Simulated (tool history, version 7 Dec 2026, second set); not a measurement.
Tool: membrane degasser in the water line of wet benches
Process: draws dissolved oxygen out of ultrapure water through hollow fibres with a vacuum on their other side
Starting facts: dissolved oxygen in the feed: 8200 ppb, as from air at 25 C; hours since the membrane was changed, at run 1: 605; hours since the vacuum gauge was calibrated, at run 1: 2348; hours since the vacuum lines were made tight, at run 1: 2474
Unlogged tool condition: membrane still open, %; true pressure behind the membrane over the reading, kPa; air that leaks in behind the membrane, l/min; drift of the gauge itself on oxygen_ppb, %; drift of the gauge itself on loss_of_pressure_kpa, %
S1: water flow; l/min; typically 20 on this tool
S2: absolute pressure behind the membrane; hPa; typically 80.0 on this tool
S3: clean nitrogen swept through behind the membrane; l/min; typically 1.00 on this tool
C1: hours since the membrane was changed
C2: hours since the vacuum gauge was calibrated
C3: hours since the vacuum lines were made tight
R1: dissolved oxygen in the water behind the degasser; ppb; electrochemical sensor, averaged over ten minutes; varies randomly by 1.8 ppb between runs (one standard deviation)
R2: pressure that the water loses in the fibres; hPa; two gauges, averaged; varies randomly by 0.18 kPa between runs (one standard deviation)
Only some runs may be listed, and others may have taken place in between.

run 1 day=0.000 | S1=20 S2=80.0 S3=1.00 | C1=605 C2=2348 C3=2474 | R1=211.7 R2=338.5
run 2 day=3.912 | S1=20 S2=102.4 S3=1.00 | C1=699 C2=2442 C3=2568 | R1=309.1 R2=339.4
run 3 day=7.812 | S1=20 S2=80.0 S3=1.00 | C1=792 C2=2536 C3=2662 | R1=212.9 R2=336.3
run 4 day=12.117 | S1=20 S2=80.0 S3=1.00 | C1=896 C2=2639 C3=2765 | R1=214.7 R2=338.4
run 5 day=14.675 | S1=20 S2=80.0 S3=1.32 | C1=957 C2=2700 C3=2826 | R1=168.1 R2=337.9
run 6 day=16.492 | S1=20 S2=80.0 S3=1.32 | C1=1001 C2=2744 C3=2870 | R1=170.2 R2=334.3
run 7 day=19.138 | S1=20 S2=80.0 S3=1.32 | C1=1064 C2=2808 C3=2933 | R1=169.3 R2=336.9
run 8 day=22.612 | S1=30 S2=80.0 S3=1.00 | C1=1147 C2=2891 C3=3017 | R1=321.8 R2=504.1
run 9 day=24.696 | S1=30 S2=80.0 S3=1.00 | C1=1197 C2=2941 C3=3067 | R1=319.6 R2=507.3
run 10 day=27.575 | S1=20 S2=80.0 S3=0.41 | C1=1267 C2=3010 C3=3136 | R1=437.0 R2=338.3
run 11 day=30.838 | S1=28 S2=80.0 S3=1.00 | C1=1345 C2=3088 C3=3214 | R1=303.3 R2=473.7
run 12 day=35.096 | S1=28 S2=80.0 S3=1.00 | C1=1447 C2=3191 C3=3316 | R1=302.6 R2=475.3
run 13 day=37.925 | S1=20 S2=165.1 S3=1.00 | C1=1515 C2=3258 C3=3384 | R1=567.8 R2=340.5
run 14 day=40.346 | S1=20 S2=165.1 S3=1.00 | C1=1573 C2=3317 C3=3442 | R1=557.6 R2=336.3
run 15 day=44.725 | S1=20 S2=165.1 S3=1.00 | C1=1678 C2=3422 C3=3548 | R1=567.2 R2=338.4
run 16 day=48.962 | S1=20 S2=80.0 S3=1.11 | C1=1780 C2=3523 C3=3649 | R1=194.8 R2=340.3
run 17 day=53.171 | S1=20 S2=53.2 S3=2.70 | C1=1881 C2=3624 C3=3750 | R1=42.0 R2=335.5
run 18 day=56.729 | S1=20 S2=53.2 S3=0.48 | C1=1966 C2=3710 C3=3836 | R1=176.2 R2=342.1
run 19 day=60.500 | S1=20 S2=67.1 S3=1.23 | C1=2057 C2=3800 C3=3926 | R1=131.6 R2=335.9
run 20 day=62.871 | S1=20 S2=67.1 S3=1.23 | C1=2114 C2=3857 C3=3983 | R1=130.4 R2=339.1
run 21 day=64.925 | S1=17 S2=146.8 S3=2.11 | C1=2163 C2=3906 C3=4032 | R1=218.7 R2=285.7
run 22 day=68.562 | S1=31 S2=161.4 S3=1.00 | C1=2250 C2=3994 C3=4120 | R1=805.1 R2=524.2
run 23 day=72.254 | S1=25 S2=117.9 S3=1.00 | C1=2339 C2=4082 C3=4208 | R1=458.7 R2=421.6
-- day=73.979 vacuum gauge calibrated
run 24 day=74.204 | S1=19 S2=185.1 S3=1.80 | C1=2385 C2=5 C3=4255 | R1=369.6 R2=322.5
run 25 day=77.788 | S1=17 S2=185.1 S3=1.80 | C1=2471 C2=91 C3=4341 | R1=332.4 R2=288.4
run 26 day=80.238 | S1=26 S2=120.0 S3=0.46 | C1=2530 C2=150 C3=4399 | R1=859.6 R2=438.7
run 27 day=84.729 | S1=26 S2=120.0 S3=0.46 | C1=2638 C2=258 C3=4507 | R1=860.8 R2=441.3
run 28 day=86.771 | S1=26 S2=120.0 S3=0.46 | C1=2687 C2=307 C3=4556 | R1=865.0 R2=438.3
run 29 day=89.604 | S1=23 S2=120.0 S3=0.60 | C1=2755 C2=375 C3=4624 | R1=639.6 R2=388.7
run 30 day=92.088 | S1=22 S2=125.6 S3=0.84 | C1=2814 C2=435 C3=4684 | R1=500.7 R2=372.5
run 31 day=94.171 | S1=22 S2=59.8 S3=2.48 | C1=2864 C2=485 C3=4734 | R1=65.1 R2=373.1

Across each entry between runs, compare the hidden state at the last listed run before it with the hidden state at the first listed run after it:
Between runs 23 and 24: vacuum gauge calibrated (day 73.979)
  true pressure behind the membrane over the reading, kPa: 0.01 -> 0

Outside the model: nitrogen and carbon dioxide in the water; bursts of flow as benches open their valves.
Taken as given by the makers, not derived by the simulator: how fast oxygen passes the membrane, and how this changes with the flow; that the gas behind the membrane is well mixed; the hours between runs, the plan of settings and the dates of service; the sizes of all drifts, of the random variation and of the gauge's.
